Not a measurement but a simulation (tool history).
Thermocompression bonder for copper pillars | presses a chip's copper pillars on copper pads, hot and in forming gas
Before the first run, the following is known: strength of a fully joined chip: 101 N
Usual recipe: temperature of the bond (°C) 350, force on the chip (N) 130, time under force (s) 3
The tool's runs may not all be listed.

run	day	temperature of the bond (°C)	force on the chip (N)	time under force (s)	force that shears a chip off (N)
1	0	350	130	3	43.2
2	3.154	350	130	3	41.4
# day 5.112: forming gas filter changed
3	5.996	350	130	3	43.7
# day 6.675: heater calibrated with a thermocouple chip
4	7.562	350	130	3	45.7
5	9.675	350	130	3	45.3
6	11.275	350	130	2	40
# day 12.638: forming gas filter changed
7	13.375	350	130	3	46.5
8	16.458	350	130	3	45.5
9	18.95	350	130	3	44.2
# day 20.162: forming gas filter changed
10	20.538	350	130	3	47.1
11	23.662	350	130	3	46.3
12	25.196	350	78	3	27.9
13	26.571	350	78	3	26.7
# day 27.612: forming gas filter changed
14	29.571	350	78	3	27.9
15	31.633	350	159	3	53.9
16	34.608	350	159	3	53
# day 35.025: forming gas filter changed
17	36.179	350	149	3	51.8
18	39.083	379	118	6	66.1
19	41.267	379	118	6	64
# day 42.525: forming gas filter changed
20	42.842	346	89	5	37.4
21	45.758	350	130	8	61.4
22	47.288	350	130	8	62.1
# day 49.954: forming gas filter changed
23	49.954	350	135	6	58
24	53.129	350	135	6	57.2
# day 54.608: heater calibrated with a thermocouple chip
25	54.75	350	135	6	61.6
26	57.362	364	135	6	65.3
# day 57.667: forming gas filter changed
27	59.25	350	190	6	77.2
28	60.625	370	107	4	52.4
29	63.096	370	95	7	54.4
# day 64.95: force cell calibrated
# day 65.121: forming gas filter changed
30	65.533	350	97	8	49.4

What will run 31 give?
31	67.367	335	109	9	?

{"run 31": {"force that shears a chip off (N)": 50.6}}
Minus the tool's unlogged condition, the same run would have read force that shears a chip off (N) 52.4.

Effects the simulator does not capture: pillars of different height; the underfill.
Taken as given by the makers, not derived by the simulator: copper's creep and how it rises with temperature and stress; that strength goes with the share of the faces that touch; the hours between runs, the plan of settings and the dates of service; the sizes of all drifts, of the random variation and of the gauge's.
